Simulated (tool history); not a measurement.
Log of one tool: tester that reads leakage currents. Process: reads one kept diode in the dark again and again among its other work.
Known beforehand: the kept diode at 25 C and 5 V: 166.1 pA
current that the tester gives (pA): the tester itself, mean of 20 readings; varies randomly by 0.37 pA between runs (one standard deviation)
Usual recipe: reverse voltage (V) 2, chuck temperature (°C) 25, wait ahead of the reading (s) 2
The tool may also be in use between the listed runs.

run   hour  reverse voltage (V)  chuck temperature (°C)  wait ahead of the reading (s)  current that the tester gives (pA)
  1      0                    2                      25                              2                              122.23
  2   34.4                    2                      25                              2                              122.65
  3   92.3                    2                      25                              2                              123.45
  4  156.6                    2                      25                              2                              124.19
  5  208.6                    2                      25                              2                               124.3
  6  241.7                    2                      25                              2                              124.78
  7  299.8                    2                      25                              2                              125.58
  8  342.7                    2                      25                              2                              125.29
  9  380.9                    2                      25                              2                              126.01
 10  417.9                    2                      25                              2                               126.6
     424.8  -- tester calibrated
 11  472.3                19.05                      22                              2                              212.97
 12  510.9                19.05                      22                              2                              213.18
 13  572.7                 1.24                      25                              2                              107.45
 14  606.6                    2                      42                           4.61                              606.58

Predict the results of run 15:
 15  657.5                12.76                      50                           4.61                                   ?

current that the tester gives (pA): 2282.68
Minus the tool's unlogged condition, the same run would have read current that the tester gives (pA) 2194.1.
